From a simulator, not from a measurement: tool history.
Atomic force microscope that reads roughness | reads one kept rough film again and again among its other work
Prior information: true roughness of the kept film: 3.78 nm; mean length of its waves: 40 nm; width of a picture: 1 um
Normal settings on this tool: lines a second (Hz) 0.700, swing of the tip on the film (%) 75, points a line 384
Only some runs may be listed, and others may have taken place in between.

| run | hour | lines a second (Hz) | swing of the tip on the film (%) | points a line | roughness of the kept film (nm (root mean square)) |
|---|---|---|---|---|---|
| 1 | 0.0 | 0.700 | 75 | 384 | 3.436 |
| 2 | 30.0 | 0.700 | 75 | 457 | 3.454 |
|  | 48.6 | new tip fitted |
| 3 | 79.1 | 0.700 | 75 | 457 | 3.446 |
| 4 | 115.9 | 0.700 | 81 | 384 | 3.365 |
|  | 125.3 | new tip fitted |
| 5 | 157.1 | 0.700 | 75 | 384 | 3.448 |
| 6 | 191.8 | 1.705 | 75 | 384 | 3.263 |
|  | 202.1 | new tip fitted |
| 7 | 232.0 | 1.705 | 75 | 384 | 3.228 |
| 8 | 253.5 | 3.397 | 75 | 384 | 2.937 |
|  | 277.1 | new tip fitted |
| 9 | 288.8 | 0.700 | 75 | 507 | 3.427 |
| 10 | 323.7 | 0.700 | 75 | 507 | 3.432 |
|  | 355.6 | new tip fitted |
| 11 | 357.7 | 0.932 | 75 | 384 | 3.390 |
| 12 | 389.3 | 0.700 | 75 | 822 | 3.440 |
|  | 434.2 | new tip fitted |
| 13 | 440.7 | 0.700 | 75 | 822 | 3.456 |
| 14 | 472.4 | 0.700 | 75 | 822 | 3.440 |
| 15 | 506.0 | 0.700 | 75 | 822 | 3.443 |
|  | 510.0 | new tip fitted |
| 16 | 547.7 | 2.233 | 75 | 822 | 3.145 |
|  | 585.3 | new tip fitted |
| 17 | 589.0 | 0.700 | 75 | 378 | 3.435 |
| 18 | 627.1 | 0.700 | 75 | 695 | 3.453 |
|  | 662.1 | new tip fitted |
| 19 | 678.3 | 0.700 | 75 | 695 | 3.465 |
| 20 | 711.3 | 0.700 | 75 | 384 | 3.440 |
| 21 | 732.8 | 3.633 | 56 | 829 | 3.368 |
|  | 736.7 | new tip fitted |
| 22 | 777.9 | 0.586 | 85 | 701 | 3.408 |
|  | 813.8 | new tip fitted |
| 23 | 820.4 | 0.586 | 90 | 287 | 3.292 |
| 24 | 863.3 | 0.829 | 80 | 569 | 3.367 |
| 25 | 886.3 | 0.571 | 79 | 384 | 3.455 |
|  | 891.1 | new tip fitted |
| 26 | 925.8 | 1.732 | 85 | 396 | 3.031 |
|  | 966.9 | new tip fitted |
| 27 | 975.4 | 3.734 | 75 | 384 | 2.914 |
| 28 | 1000.0 | 0.701 | 65 | 463 | 3.522 |
|  | 1045.2 | new tip fitted |
| 29 | 1048.4 | 0.836 | 76 | 557 | 3.425 |
| 30 | 1084.8 | 0.836 | 76 | 557 | 3.387 |
|  | 1120.1 | new tip fitted |
| 31 | 1129.8 | 1.299 | 65 | 430 | 3.455 |
| 32 | 1164.6 | 0.700 | 77 | 384 | 3.385 |
|  | 1197.6 | new tip fitted |
| 33 | 1215.0 | 3.039 | 70 | 384 | 3.139 |
|  | 1219.1 | height scale calibrated on a step standard |
| 34 | 1259.5 | 3.039 | 70 | 384 | 3.109 |
|  | 1273.9 | new tip fitted |
| 35 | 1312.8 | 3.039 | 70 | 384 | 3.119 |

What will run 36 give?
|  | 1348.8 | new tip fitted |
| 36 | 1352.1 | 0.817 | 80 | 384 | ? |

roughness of the kept film (nm (root mean square)): 3.349
With no hidden state in the tool, this same run would have given roughness of the kept film (nm (root mean square)) 3.349.
